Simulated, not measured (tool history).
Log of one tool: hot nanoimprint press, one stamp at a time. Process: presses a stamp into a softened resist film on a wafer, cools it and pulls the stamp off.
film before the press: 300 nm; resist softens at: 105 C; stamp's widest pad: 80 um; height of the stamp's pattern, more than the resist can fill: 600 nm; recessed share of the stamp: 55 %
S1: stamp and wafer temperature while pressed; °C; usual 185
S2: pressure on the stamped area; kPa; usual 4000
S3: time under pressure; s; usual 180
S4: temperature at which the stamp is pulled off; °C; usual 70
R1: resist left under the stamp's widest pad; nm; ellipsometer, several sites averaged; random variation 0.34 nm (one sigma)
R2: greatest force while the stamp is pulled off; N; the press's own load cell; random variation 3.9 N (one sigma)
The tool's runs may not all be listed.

run   hour   S1    S2   S3  S4     R1   R2
  1      0  185  4000  180  70  166.1  258
  2   44.5  185  4000  180  70  165.6  262
  3  103.6  185  4000  180  70  165.4  191
  4  143.9  184  4000  180  70  169.6  201
  5  180.4  184  4000  180  70  168.8  212
  6  221.1  185  4000  214  70  148.7  205
  7  260.5  185  3560  187  70  163.9  211
  8  312.5  178  4310  187  68  187.7  228
  9  355.3  178  4310  187  68  186.4  239
 10    403  178  4310  187  68    186  247
 11  441.4  176  3520  104  74  239.3  216
 12  484.5  186  5850  305  75    118  252

Taken out of this log: 3 entries between the listed runs. Where each belongs, and how the hidden state differs across it:
Between runs 2 and 3: stamp cleaned and given a new release coat (hour 55.8)
  true temperature over the reading, C: 1.2 -> 1.37; pressure that arrives at the usual setting, %: 99.9 -> 99.65; grip of the stamp's worn release coat, % over a new coat's: 43.4 -> 4
  measured less the result without the state, R1: -6.4 -> -7.2 nm; R2: +76 -> +2 N
Between runs 5 and 6: plate thermocouple calibrated (hour 204.9)
  true temperature over the reading, C: 1.61 -> 2.83; pressure that arrives at the usual setting, %: 99.29 -> 99.11; grip of the stamp's worn release coat, % over a new coat's: 10.6 -> 13.9
  measured less the result without the state, R1: -8.3 -> -14.1 nm; R2: +15 -> +15 N
Between runs 11 and 12: plate thermocouple calibrated, once more (hour 474.9)
  true temperature over the reading, C: 3.53 -> -0.3; pressure that arrives at the usual setting, %: 98.03 -> 97.82; grip of the stamp's worn release coat, % over a new coat's: 34 -> 37.8
  measured less the result without the state, R1: -15.1 -> +3.4 nm; R2: +42 -> +71 N
